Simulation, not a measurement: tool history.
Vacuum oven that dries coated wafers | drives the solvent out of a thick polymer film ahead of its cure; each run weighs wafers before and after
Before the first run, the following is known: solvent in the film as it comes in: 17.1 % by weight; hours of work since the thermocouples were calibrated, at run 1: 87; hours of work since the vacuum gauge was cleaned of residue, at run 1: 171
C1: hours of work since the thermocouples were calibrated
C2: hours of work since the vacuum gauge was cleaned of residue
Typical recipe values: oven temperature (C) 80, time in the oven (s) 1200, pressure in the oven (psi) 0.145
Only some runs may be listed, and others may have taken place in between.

run 1 day=0.000 | oven_temperature_(C)=80 time_in_the_oven_(s)=1200 pressure_in_the_oven_(psi)=0.145 | C1=87 C2=171 | solvent_left_in_the_film_(%)=1.89
run 2 day=0.658 | oven_temperature_(C)=80 time_in_the_oven_(s)=1200 pressure_in_the_oven_(psi)=0.145 | C1=97 C2=181 | solvent_left_in_the_film_(%)=1.77
run 3 day=1.146 | oven_temperature_(C)=80 time_in_the_oven_(s)=1200 pressure_in_the_oven_(psi)=0.145 | C1=105 C2=189 | solvent_left_in_the_film_(%)=1.84
run 4 day=1.662 | oven_temperature_(C)=80 time_in_the_oven_(s)=1200 pressure_in_the_oven_(psi)=0.145 | C1=114 C2=197 | solvent_left_in_the_film_(%)=1.83
run 5 day=2.238 | oven_temperature_(C)=80 time_in_the_oven_(s)=1200 pressure_in_the_oven_(psi)=0.087 | C1=123 C2=206 | solvent_left_in_the_film_(%)=1.52
run 6 day=2.946 | oven_temperature_(C)=80 time_in_the_oven_(s)=1200 pressure_in_the_oven_(psi)=0.087 | C1=134 C2=218 | solvent_left_in_the_film_(%)=1.62
run 7 day=3.342 | oven_temperature_(C)=80 time_in_the_oven_(s)=1200 pressure_in_the_oven_(psi)=0.202 | C1=140 C2=224 | solvent_left_in_the_film_(%)=2.07
run 8 day=3.904 | oven_temperature_(C)=91 time_in_the_oven_(s)=1440 pressure_in_the_oven_(psi)=0.145 | C1=149 C2=233 | solvent_left_in_the_film_(%)=0.50
run 9 day=4.388 | oven_temperature_(C)=91 time_in_the_oven_(s)=780 pressure_in_the_oven_(psi)=0.145 | C1=157 C2=241 | solvent_left_in_the_film_(%)=1.02
run 10 day=4.812 | oven_temperature_(C)=73 time_in_the_oven_(s)=840 pressure_in_the_oven_(psi)=0.087 | C1=164 C2=248 | solvent_left_in_the_film_(%)=4.88

Difference, measured minus no-hidden-state, one row per run. Run-to-run variation is common to both terms; the gauge's own scatter need not be:
Unlogged tool condition in this case: true wafer temperature over the reading, C; true pressure over the reading, kPa; drift of the gauge itself on solvent_pct, %.
run=1 solvent_left_in_the_film_(%)=+0.07
run=2 solvent_left_in_the_film_(%)=+0.08
run=3 solvent_left_in_the_film_(%)=+0.07
run=4 solvent_left_in_the_film_(%)=+0.07
run=5 solvent_left_in_the_film_(%)=+0.07
run=6 solvent_left_in_the_film_(%)=+0.07
run=7 solvent_left_in_the_film_(%)=+0.07
run=8 solvent_left_in_the_film_(%)=+0.04
run=9 solvent_left_in_the_film_(%)=+0.04
run=10 solvent_left_in_the_film_(%)=+0.07
